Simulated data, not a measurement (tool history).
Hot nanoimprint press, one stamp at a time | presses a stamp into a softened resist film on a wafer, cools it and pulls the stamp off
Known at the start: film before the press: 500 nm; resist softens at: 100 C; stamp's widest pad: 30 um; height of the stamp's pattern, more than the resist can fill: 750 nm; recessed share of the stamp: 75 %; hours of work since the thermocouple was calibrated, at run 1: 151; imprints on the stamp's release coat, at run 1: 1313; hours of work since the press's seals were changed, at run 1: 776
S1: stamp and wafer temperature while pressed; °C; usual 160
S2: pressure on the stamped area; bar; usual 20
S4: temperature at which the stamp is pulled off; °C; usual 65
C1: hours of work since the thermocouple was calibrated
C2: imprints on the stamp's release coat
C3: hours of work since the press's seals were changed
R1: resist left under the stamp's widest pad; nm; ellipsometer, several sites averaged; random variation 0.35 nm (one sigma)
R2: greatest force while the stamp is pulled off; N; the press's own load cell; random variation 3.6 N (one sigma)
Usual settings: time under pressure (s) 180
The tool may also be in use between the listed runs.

run 1 day=0 | S1=160 S2=20 time_under_pressure_(s)=180 S4=65 | C1=151 C2=1313 C3=776 | R1=187.7 R2=229
run 2 day=1.658 | S1=160 S2=20 time_under_pressure_(s)=180 S4=65 | C1=182 C2=1500 C3=807 | R1=188.6 R2=234
-- day=2.762 stamp cleaned and given a new release coat
run 3 day=3.758 | S1=160 S2=20 time_under_pressure_(s)=180 S4=65 | C1=217 C2=113 C3=842 | R1=189.1 R2=182
run 4 day=4.767 | S1=161 S2=20 time_under_pressure_(s)=180 S4=65 | C1=235 C2=227 C3=861 | R1=182.8 R2=188
run 5 day=5.808 | S1=161 S2=20 time_under_pressure_(s)=180 S4=65 | C1=255 C2=345 C3=880 | R1=184.1 R2=187
-- day=7.054 plate thermocouple calibrated
run 6 day=7.375 | S1=169 S2=20 time_under_pressure_(s)=180 S4=65 | C1=6 C2=509 C3=907 | R1=143.1 R2=188
run 7 day=8.942 | S1=160 S2=20 time_under_pressure_(s)=180 S4=56 | C1=35 C2=686 C3=936 | R1=185.3 R2=229
run 8 day=10.321 | S1=160 S2=20 time_under_pressure_(s)=180 S4=65 | C1=61 C2=843 C3=962 | R1=185.7 R2=203
run 9 day=11.942 | S1=160 S2=20 time_under_pressure_(s)=180 S4=65 | C1=91 C2=1026 C3=992 | R1=185.6 R2=221
run 10 day=13.333 | S1=160 S2=20 time_under_pressure_(s)=180 S4=65 | C1=117 C2=1184 C3=1018 | R1=186.3 R2=220
run 11 day=14.217 | S1=160 S2=20 time_under_pressure_(s)=180 S4=65 | C1=134 C2=1284 C3=1035 | R1=186.2 R2=226
run 12 day=15.983 | S1=160 S2=20 time_under_pressure_(s)=180 S4=65 | C1=167 C2=1484 C3=1068 | R1=187.5 R2=229
-- day=17.204 stamp cleaned and given a new release coat
run 13 day=17.679 | S1=160 S2=20 time_under_pressure_(s)=180 S4=65 | C1=194 C2=54 C3=1095 | R1=188.4 R2=175
run 14 day=19.512 | S1=160 S2=20 time_under_pressure_(s)=180 S4=59 | C1=228 C2=261 C3=1129 | R1=188.4 R2=194
run 15 day=21.342 | S1=160 S2=20 time_under_pressure_(s)=180 S4=58 | C1=262 C2=469 C3=1163 | R1=188.3 R2=210
-- day=22.167 plate thermocouple calibrated
run 16 day=22.421 | S1=160 S2=20 time_under_pressure_(s)=180 S4=58 | C1=5 C2=577 C3=1181 | R1=187 R2=210
-- day=22.875 press's hydraulic seals changed and the load cell set to zero
run 17 day=24.646 | S1=149 S2=20 time_under_pressure_(s)=103 S4=64 | C1=40 C2=791 C3=33 | R1=305.6 R2=201
run 18 day=25.867 | S1=160 S2=20 time_under_pressure_(s)=103 S4=64 | C1=63 C2=929 C3=56 | R1=222 R2=209
run 19 day=27.879 | S1=151 S2=20.4 time_under_pressure_(s)=256 S4=64 | C1=100 C2=1157 C3=93 | R1=216.3 R2=227
run 20 day=29.092 | S1=151 S2=20.4 time_under_pressure_(s)=256 S4=64 | C1=123 C2=1295 C3=116 | R1=216 R2=224
run 21 day=30.221 | S1=161 S2=20 time_under_pressure_(s)=114 S4=68 | C1=144 C2=1423 C3=137 | R1=210.4 R2=223
run 22 day=31.479 | S1=160 S2=20 time_under_pressure_(s)=164 S4=50 | C1=168 C2=1565 C3=161 | R1=191.4 R2=273
-- day=31.983 stamp cleaned and given a new release coat
run 23 day=33.704 | S1=160 S2=18.5 time_under_pressure_(s)=158 S4=50 | C1=205 C2=195 C3=198 | R1=204.1 R2=207
run 24 day=35.217 | S1=160 S2=20 time_under_pressure_(s)=180 S4=72 | C1=233 C2=367 C3=226 | R1=186.6 R2=173
run 25 day=36.429 | S1=170 S2=20 time_under_pressure_(s)=180 S4=62 | C1=255 C2=504 C3=248 | R1=140.7 R2=198
run 26 day=37.429 | S1=159 S2=21 time_under_pressure_(s)=180 S4=62 | C1=274 C2=617 C3=267 | R1=187 R2=208
-- day=37.671 plate thermocouple calibrated
run 27 day=39.475 | S1=159 S2=21 time_under_pressure_(s)=180 S4=68 | C1=34 C2=835 C3=303 | R1=184.9 R2=195
run 28 day=41.517 | S1=160 S2=20 time_under_pressure_(s)=180 S4=54 | C1=72 C2=1066 C3=341 | R1=185.9 R2=237
run 29 day=43.412 | S1=160 S2=20 time_under_pressure_(s)=180 S4=54 | C1=107 C2=1281 C3=377 | R1=185.8 R2=250

3 ways to go on from here, each from the tool as it stands after run 29. What would each give?
run A day=45.117 | S1=168 S2=14.7 time_under_pressure_(s)=177 S4=65 | C1=139 C2=1474 C3=408 | R1=? R2=?
run B day=45.117 | S1=167 S2=20 time_under_pressure_(s)=144 S4=65 | C1=139 C2=1474 C3=408 | R1=? R2=?
run C day=45.117 | S1=160 S2=21.1 time_under_pressure_(s)=151 S4=65 | C1=139 C2=1474 C3=408 | R1=? R2=?

run=A R1=179.4 R2=238
run=B R1=164.6 R2=233
run=C R1=191.5 R2=227
Without the tool's hidden state the same runs would have given:
run=A R1=177.2 R2=175
run=B R1=162.4 R2=171
run=C R1=188.8 R2=166
